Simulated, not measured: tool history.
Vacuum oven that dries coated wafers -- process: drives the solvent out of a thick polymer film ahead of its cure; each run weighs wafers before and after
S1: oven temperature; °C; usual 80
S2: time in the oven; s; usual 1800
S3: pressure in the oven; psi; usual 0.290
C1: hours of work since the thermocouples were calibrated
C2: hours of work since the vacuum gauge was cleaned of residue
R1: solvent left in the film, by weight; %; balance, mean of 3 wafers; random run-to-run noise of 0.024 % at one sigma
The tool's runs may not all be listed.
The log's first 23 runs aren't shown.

run   hour  S1    S2     S3   C1   C2    R1
 24  344.9  66  1800  0.290  211  336  6.48
 25  357.9  70  2280  0.168  219  344  3.85
 26  374.3  70  2280  0.168  229  355  3.86
 27  393.2  90  2280  1.089  241  366  1.35
 28  402.9  80   900  0.165  247  372  4.90
 29  412.7  80  1800  1.101  253  379  3.31
 30  427.8  80  2640  0.405  263  388  1.37
 31  447.6  80  2640  0.405  275  400  1.36
 32  467.5  72  1620  0.405  288  413  5.14
 33  476.6  72  1620  0.405  293  419  5.25
 34  494.7  73  2040  0.686  305  430  4.38
 35  508.7  76   900  0.263  313  439  6.35
 36  526.2  80   900  0.290  324  450  5.08
 37  545.6  80  1260  0.468  337  462  3.78
 38  560.7  80  1260  0.468  346  471  3.85
 39  570.1  80  1260  0.468  352  477  3.81
 40  582.5  80  1260  0.468  360  485  3.85
 41  602.8  80  1800  0.779  372  498  2.93
 42  618.2  80  1800  0.779  382  508  2.97
 43  627.1  75  3240  0.477  388  513  1.93
 44  641.1  88  3060  0.358  397  522  0.45
 45  659.7  79  3180  0.281  408  534  1.01
 46  677.2  86  1680  0.415  419  545  1.39
 47  693.8  69  1380  0.819  430  555  7.62

Below are 3 alternative next runs, each starting from the tool's condition after run 47. Predict each:
  A  713.0  84  2940  0.360  442  567   ?
  B  713.0  88  2040  0.287  442  567   ?
  C  713.0  74  1800  0.290  442  567   ?

run    R1
  A  0.72
  B  0.69
  C  3.98
What these runs would have given with no unlogged condition in the tool:
run    R1
  A  0.63
  B  0.59
  C  3.63
